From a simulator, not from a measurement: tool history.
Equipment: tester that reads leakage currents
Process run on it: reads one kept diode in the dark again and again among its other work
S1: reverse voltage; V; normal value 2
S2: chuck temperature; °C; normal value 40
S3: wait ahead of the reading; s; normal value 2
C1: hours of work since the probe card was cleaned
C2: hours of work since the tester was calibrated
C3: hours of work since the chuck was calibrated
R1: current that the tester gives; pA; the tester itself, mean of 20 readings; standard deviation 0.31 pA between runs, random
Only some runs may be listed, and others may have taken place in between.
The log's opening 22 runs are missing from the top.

| run | hour | S1 | S2 | S3 | C1 | C2 | C3 | R1 |
|---|---|---|---|---|---|---|---|---|
| 23 | 576.3 | 1.28 | 33 | 9.22 | 196 | 1017 | 169 | 46.46 |
| 24 | 600.6 | 5.1 | 33 | 9.22 | 215 | 1036 | 187 | 99.84 |
| 25 | 636.5 | 2 | 52 | 1.61 | 242 | 1063 | 215 | 247.59 |
| 26 | 655.8 | 1.14 | 36 | 8.52 | 257 | 1078 | 229 | 55.37 |
| 27 | 675.8 | 4.68 | 45 | 3.25 | 272 | 1093 | 245 | 239.16 |
| 28 | 702.4 | 5.12 | 55 | 3.25 | 293 | 1113 | 265 | 509.22 |
| 29 | 729.3 | 4.31 | 44 | 2 | 313 | 1134 | 285 | 212.61 |
| 30 | 746.3 | 4.96 | 32 | 3.77 | 326 | 1147 | 298 | 91.47 |
| 31 | 764.1 | 4.96 | 46 | 2.87 | 340 | 1160 | 312 | 265.66 |
| 32 | 780.1 | 4.96 | 46 | 2.87 | 352 | 1173 | 324 | 265.1 |
| 33 | 797.6 | 2 | 54 | 2 | 365 | 1186 | 337 | 286.75 |
| 34 | 821.8 | 19.27 | 28 | 0.47 | 384 | 1204 | 356 | 153.45 |
| 35 | 857.4 | 8.85 | 55 | 1.05 | 411 | 1232 | 383 | 689.29 |
| 36 | 891.9 | 12.79 | 59 | 2 | 437 | 1258 | 409 | 1122.04 |

Each row is a separate what-if for the run after 36, all from the same tool condition, not one after another. Results?
| A | 917.3 | 2 | 25 | 2 | 457 | 1277 | 429 | ? |
| B | 917.3 | 5.61 | 33 | 2 | 457 | 1277 | 429 | ? |
| C | 917.3 | 12.79 | 25 | 1.87 | 457 | 1277 | 429 | ? |

| run | R1 |
|---|---|
| A | 31.28 |
| B | 105.64 |
| C | 88.23 |
What these runs would have given with no unlogged condition in the tool:
| run | R1 |
|---|---|
| A | 31.25 |
| B | 105.57 |
| C | 88.13 |

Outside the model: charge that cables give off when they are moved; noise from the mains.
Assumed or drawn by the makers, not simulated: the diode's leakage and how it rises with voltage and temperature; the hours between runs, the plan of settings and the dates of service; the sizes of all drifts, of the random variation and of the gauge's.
